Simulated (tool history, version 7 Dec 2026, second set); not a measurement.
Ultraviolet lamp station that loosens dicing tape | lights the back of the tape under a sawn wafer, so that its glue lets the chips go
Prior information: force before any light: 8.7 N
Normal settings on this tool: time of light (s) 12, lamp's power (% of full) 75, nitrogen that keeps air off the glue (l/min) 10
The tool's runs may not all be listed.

run	hour	time of light (s)	lamp's power (% of full)	nitrogen that keeps air off the glue (l/min)	force that peels the tape off (N)	light that reached the tape (mJ/cm2)
1	0	12	75	10	0.679	385
2	19.1	12	75	10	0.668	389
3	41	12	75	10	0.72	381
4	63.8	12	75	10	0.688	382
5	75.5	12	75	18	0.466	379
6	86.8	9	75	10	1.269	287
7	101.3	12	75	10	0.694	377
8	123.7	12	75	10	0.729	377
9	147.1	12	75	10	0.712	380
10	160.5	12	75	10	0.746	372
11	180.1	12	72	10	0.817	357
12	193	12	72	10	0.827	359
13	220.2	12	80	10	0.63	396
14	246.5	10	75	10	1.099	310
15	269.6	12	75	10	0.746	368
16	292	12	75	10	0.797	371
17	311	12	75	10	0.791	367
18	324.7	11	86	12	0.625	390
19	347.8	11	86	12	0.624	382
20	359.8	16	98	15	0.172	632
21	382.1	10	92	19	0.462	368
22	407.8	10	92	19	0.473	366
23	430.7	10	92	6	1.129	370
24	455	11	93	10	0.607	408
25	473.9	12	72	19	0.594	341
26	495.1	7	72	19	1.714	200
27	518.4	7	72	19	1.656	197
28	538.5	9	60	6	2.597	209
29	553.9	8	60	7	2.876	190

Consider 3 possible next runs. They are alternatives, not a sequence: every one starts from the tool as it was left by run 29. What does each give?
A	578.6	8	63	8	?	?
B	578.6	22	68	7	?	?
C	578.6	10	60	7	?	?

run	force that peels the tape off (N)	light that reached the tape (mJ/cm2)
A	2.629	195
B	0.348	574
C	2.198	229
Had the tool no hidden state, the same runs would have come out as:
run	force that peels the tape off (N)	light that reached the tape (mJ/cm2)
A	2.102	232
B	0.229	682
C	1.711	272
